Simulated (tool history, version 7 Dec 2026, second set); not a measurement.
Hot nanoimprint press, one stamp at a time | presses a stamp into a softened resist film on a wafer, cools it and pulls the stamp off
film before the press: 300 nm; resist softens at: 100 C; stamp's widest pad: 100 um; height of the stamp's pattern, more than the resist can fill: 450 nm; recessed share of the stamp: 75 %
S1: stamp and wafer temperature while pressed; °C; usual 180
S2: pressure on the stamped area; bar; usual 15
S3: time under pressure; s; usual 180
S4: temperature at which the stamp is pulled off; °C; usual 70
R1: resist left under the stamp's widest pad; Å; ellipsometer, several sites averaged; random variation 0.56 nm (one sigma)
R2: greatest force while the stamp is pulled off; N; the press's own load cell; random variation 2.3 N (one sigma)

Run 1, hour 0: usual settings. Result: R1 1103 Å, R2 104 N.
Run 2, hour 33.9: usual settings. Result: R1 1085 Å, R2 105 N.
Run 3, hour 51.9: usual settings. Result: R1 1090 Å, R2 107 N.
Run 4, hour 69.4: usual settings. Result: R1 1095 Å, R2 105 N.
Run 5, hour 86.3: usual settings. Result: R1 1088 Å, R2 103 N.
Run 6, hour 115.2: usual settings. Result: R1 1093 Å, R2 100 N.
Run 7, hour 142.9: usual settings. Result: R1 1093 Å, R2 102 N.
Run 8, hour 171.9: usual settings. Result: R1 1082 Å, R2 105 N.
Run 9, hour 209.4: usual settings but S2 13.2 bar, S4 60 °C. Result: R1 1154 Å, R2 109 N.
Run 10, hour 239.7: usual settings but S1 171 °C, S2 20.5 bar, S4 66 °C. Result: R1 1311 Å, R2 111 N.
Run 11, hour 273.8: usual settings but S1 171 °C, S2 9.3 bar, S3 288 s, S4 77 °C. Result: R1 1491 Å, R2 101 N.
Run 12, hour 309.6: usual settings but S1 171 °C, S2 9.3 bar, S3 288 s, S4 77 °C. Result: R1 1491 Å, R2 93 N.
Run 13, hour 328.4: usual settings but S2 9.6 bar, S3 134 s, S4 78 °C. Result: R1 1495 Å, R2 98 N.

Forecast run 14:
At hour 352.9: stamp cleaned and given a new release coat.
At hour 376.1: plate thermocouple calibrated.
Run 14, hour 377.7: usual settings but S2 9.6 bar, S3 134 s, S4 78 °C. Result: R1 ?, R2 ?.

R1: 1495 Å
R2: 95 N
Without the tool's hidden state the same run would have given R1 1495 Å, R2 95 N.
